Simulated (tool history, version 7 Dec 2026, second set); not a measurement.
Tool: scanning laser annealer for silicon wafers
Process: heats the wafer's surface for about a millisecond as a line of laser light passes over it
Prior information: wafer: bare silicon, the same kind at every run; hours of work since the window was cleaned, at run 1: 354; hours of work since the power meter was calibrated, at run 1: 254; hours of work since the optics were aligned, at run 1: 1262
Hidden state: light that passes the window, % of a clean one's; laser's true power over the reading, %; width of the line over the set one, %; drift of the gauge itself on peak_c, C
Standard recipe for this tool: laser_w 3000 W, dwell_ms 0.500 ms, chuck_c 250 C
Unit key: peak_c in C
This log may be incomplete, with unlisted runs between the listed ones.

| run | hour | laser_w | dwell_ms | chuck_c | hours of work since the window was cleaned | hours of work since the power meter was calibrated | hours of work since the optics were aligned | peak_c |
|---|---|---|---|---|---|---|---|---|
| 1 | 0.0 | 3000 | 0.500 | 250 | 354 | 254 | 1262 | 1079 |
| 2 | 16.9 | 3000 | 0.500 | 250 | 366 | 267 | 1275 | 1076 |
| 3 | 30.6 | 3000 | 0.500 | 250 | 376 | 277 | 1285 | 1078 |
| 4 | 53.3 | 3000 | 0.500 | 250 | 393 | 294 | 1302 | 1075 |
| 5 | 79.0 | 3000 | 0.500 | 250 | 412 | 313 | 1321 | 1080 |
| 6 | 102.6 | 3000 | 0.500 | 250 | 430 | 331 | 1338 | 1079 |
| 7 | 118.0 | 3149 | 0.500 | 250 | 441 | 342 | 1350 | 1125 |
| 8 | 135.2 | 3149 | 0.500 | 250 | 454 | 355 | 1363 | 1123 |
| 9 | 153.5 | 3149 | 0.500 | 250 | 468 | 369 | 1376 | 1124 |
| 10 | 168.4 | 3000 | 0.500 | 250 | 479 | 380 | 1387 | 1073 |
| 11 | 190.9 | 3085 | 0.425 | 269 | 496 | 396 | 1404 | 1040 |
| 12 | 202.1 | 3085 | 0.425 | 269 | 504 | 405 | 1412 | 1042 |
| 13 | 215.5 | 3187 | 0.422 | 276 | 514 | 415 | 1422 | 1074 |
| 14 | 230.7 | 3001 | 0.374 | 214 | 525 | 426 | 1434 | 913 |
| 15 | 250.5 | 3001 | 0.369 | 277 | 540 | 441 | 1448 | 965 |
| 16 | 266.6 | 2584 | 0.465 | 250 | 552 | 453 | 1460 | 922 |
| 17 | 287.6 | 3262 | 0.432 | 272 | 567 | 468 | 1476 | 1103 |
| 18 | 302.8 | 3262 | 0.432 | 272 | 579 | 480 | 1487 | 1104 |
| 19 | 313.3 | 2634 | 0.500 | 250 | 587 | 487 | 1495 | 963 |
| 20 | 324.3 | 2585 | 0.524 | 250 | 595 | 496 | 1503 | 974 |

Consider 5 possible next runs. They are alternatives, not a sequence: every one starts from the tool as it was left by run 20. What does each give?
| A | 335.4 | 3032 | 0.359 | 250 | 603 | 504 | 1512 | ? |
| B | 335.4 | 2727 | 0.415 | 250 | 603 | 504 | 1512 | ? |
| C | 335.4 | 2585 | 0.524 | 218 | 603 | 504 | 1512 | ? |
| D | 335.4 | 3000 | 0.374 | 250 | 603 | 504 | 1512 | ? |
| E | 335.4 | 2745 | 0.371 | 251 | 603 | 504 | 1512 | ? |

| run | peak_c |
|---|---|
| A | 933 |
| B | 912 |
| C | 935 |
| D | 947 |
| E | 873 |
What these runs would have given with no unlogged condition in the tool:
| run | peak_c |
|---|---|
| A | 933 |
| B | 912 |
| C | 935 |
| D | 948 |
| E | 874 |

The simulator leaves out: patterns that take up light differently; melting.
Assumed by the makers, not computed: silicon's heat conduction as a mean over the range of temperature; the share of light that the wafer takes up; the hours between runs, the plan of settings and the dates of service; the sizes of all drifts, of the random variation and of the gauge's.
